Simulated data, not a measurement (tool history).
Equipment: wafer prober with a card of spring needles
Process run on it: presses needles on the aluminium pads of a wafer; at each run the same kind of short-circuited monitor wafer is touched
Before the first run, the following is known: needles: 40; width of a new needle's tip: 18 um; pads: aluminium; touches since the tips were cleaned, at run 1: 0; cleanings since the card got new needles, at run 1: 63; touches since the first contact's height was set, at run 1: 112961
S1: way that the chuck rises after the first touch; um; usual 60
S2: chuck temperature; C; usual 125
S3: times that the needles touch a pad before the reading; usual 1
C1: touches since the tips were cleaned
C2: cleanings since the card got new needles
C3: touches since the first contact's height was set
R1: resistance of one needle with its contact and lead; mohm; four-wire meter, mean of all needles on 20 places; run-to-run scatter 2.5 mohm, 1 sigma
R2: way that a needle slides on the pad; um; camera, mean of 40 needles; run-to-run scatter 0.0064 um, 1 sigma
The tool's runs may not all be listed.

run 1 hour=0 | S1=60 S2=125 S3=1 | C1=0 C2=63 C3=112961 | R1=288 R2=7.43
-- hour=12.8 tips cleaned on abrasive film
run 2 hour=13.1 | S1=60 S2=125 S3=1 | C1=220 C2=64 C3=120437 | R1=287 R2=7.422
-- hour=26.8 tips cleaned on abrasive film
run 3 hour=34.8 | S1=60 S2=108 S3=1 | C1=4551 C2=65 C3=132771 | R1=290 R2=7.425
-- hour=40.6 tips cleaned on abrasive film
-- hour=53.3 tips cleaned on abrasive film
run 4 hour=55.5 | S1=60 S2=108 S3=1 | C1=1274 C2=67 C3=144551 | R1=288 R2=7.418
-- hour=66.1 tips cleaned on abrasive film
run 5 hour=77 | S1=60 S2=125 S3=1 | C1=6261 C2=68 C3=156818 | R1=295 R2=7.416
-- hour=78.8 tips cleaned on abrasive film
-- hour=92 tips cleaned on abrasive film
run 6 hour=94.6 | S1=60 S2=125 S3=1 | C1=1507 C2=70 C3=166791 | R1=288 R2=7.424
-- hour=105.1 tips cleaned on abrasive film
run 7 hour=116.1 | S1=60 S2=125 S3=1 | C1=6340 C2=71 C3=179052 | R1=292 R2=7.422
-- hour=117.7 tips cleaned on abrasive film
-- hour=132 tips cleaned on abrasive film
run 8 hour=139.2 | S1=60 S2=125 S3=1 | C1=4140 C2=73 C3=192153 | R1=290 R2=7.424
-- hour=146.6 tips cleaned on abrasive film
run 9 hour=158.7 | S1=60 S2=125 S3=1 | C1=6935 C2=74 C3=203245 | R1=290 R2=7.424
-- hour=160.4 tips cleaned on abrasive film
-- hour=174.2 tips cleaned on abrasive film
run 10 hour=181.9 | S1=60 S2=125 S3=1 | C1=4433 C2=76 C3=216444 | R1=287 R2=7.423
-- hour=187.2 tips cleaned on abrasive film
-- hour=190.5 height of the first contact set anew
run 11 hour=197.3 | S1=60 S2=125 S3=1 | C1=5600 C2=77 C3=3899 | R1=286 R2=7.423
-- hour=201.6 tips cleaned on abrasive film
-- hour=215.5 tips cleaned on abrasive film
run 12 hour=220.8 | S1=60 S2=35 S3=1 | C1=3032 C2=79 C3=17267 | R1=264 R2=7.433
-- hour=229.6 tips cleaned on abrasive film
run 13 hour=236.4 | S1=60 S2=35 S3=1 | C1=3915 C2=80 C3=26122 | R1=264 R2=7.422
-- hour=242.4 tips cleaned on abrasive film
run 14 hour=249.7 | S1=74 S2=125 S3=1 | C1=4137 C2=81 C3=33670 | R1=289 R2=9.16
-- hour=255.8 tips cleaned on abrasive film
-- hour=268.3 tips cleaned on abrasive film
run 15 hour=272.1 | S1=52 S2=125 S3=3 | C1=2156 C2=83 C3=46420 | R1=292 R2=6.439
-- hour=281.2 tips cleaned on abrasive film
-- hour=294.6 tips cleaned on abrasive film
run 16 hour=296.9 | S1=52 S2=125 S3=3 | C1=1288 C2=85 C3=60489 | R1=297 R2=6.436
-- hour=307.9 tips cleaned on abrasive film
-- hour=321 tips cleaned on abrasive film
run 17 hour=322.2 | S1=52 S2=93 S3=1 | C1=682 C2=87 C3=74907 | R1=279 R2=6.43
-- hour=334.7 tips cleaned on abrasive film
run 18 hour=341.1 | S1=52 S2=41 S3=2 | C1=3670 C2=88 C3=85686 | R1=267 R2=6.439
-- hour=348.2 tips cleaned on abrasive film
run 19 hour=351.7 | S1=68 S2=83 S3=1 | C1=2021 C2=89 C3=91691 | R1=277 R2=8.419
-- hour=361.2 tips cleaned on abrasive film
run 20 hour=365.8 | S1=68 S2=83 S3=1 | C1=2664 C2=90 C3=99705 | R1=276 R2=8.417
-- hour=374.2 tips cleaned on abrasive film
-- hour=386.7 tips cleaned on abrasive film
run 21 hour=387.3 | S1=68 S2=83 S3=1 | C1=305 C2=92 C3=111880 | R1=275 R2=8.409
run 22 hour=397.9 | S1=68 S2=83 S3=1 | C1=6388 C2=92 C3=117963 | R1=276 R2=8.42
-- hour=399.8 tips cleaned on abrasive film
run 23 hour=411.9 | S1=68 S2=83 S3=1 | C1=6928 C2=93 C3=125942 | R1=275 R2=8.417

Below are 3 alternative next runs, each starting from the tool's condition after run 23. Predict each:
-- hour=413.2 tips cleaned on abrasive film
-- hour=426.6 tips cleaned on abrasive film
run A hour=427.5 | S1=63 S2=125 S3=2 | C1=499 C2=95 C3=134756 | R1=? R2=?
-- hour=413.2 tips cleaned on abrasive film
-- hour=426.6 tips cleaned on abrasive film
run B hour=427.5 | S1=62 S2=58 S3=1 | C1=499 C2=95 C3=134756 | R1=? R2=?
-- hour=413.2 tips cleaned on abrasive film
-- hour=426.6 tips cleaned on abrasive film
run C hour=427.5 | S1=68 S2=83 S3=1 | C1=499 C2=95 C3=134756 | R1=? R2=?

run=A R1=290 R2=7.795
run=B R1=274 R2=7.671
run=C R1=278 R2=8.407
Take away the tool's hidden state, keep each run's random variation, and the runs would have read:
run=A R1=290 R2=7.796
run=B R1=273 R2=7.672
run=C R1=278 R2=8.408

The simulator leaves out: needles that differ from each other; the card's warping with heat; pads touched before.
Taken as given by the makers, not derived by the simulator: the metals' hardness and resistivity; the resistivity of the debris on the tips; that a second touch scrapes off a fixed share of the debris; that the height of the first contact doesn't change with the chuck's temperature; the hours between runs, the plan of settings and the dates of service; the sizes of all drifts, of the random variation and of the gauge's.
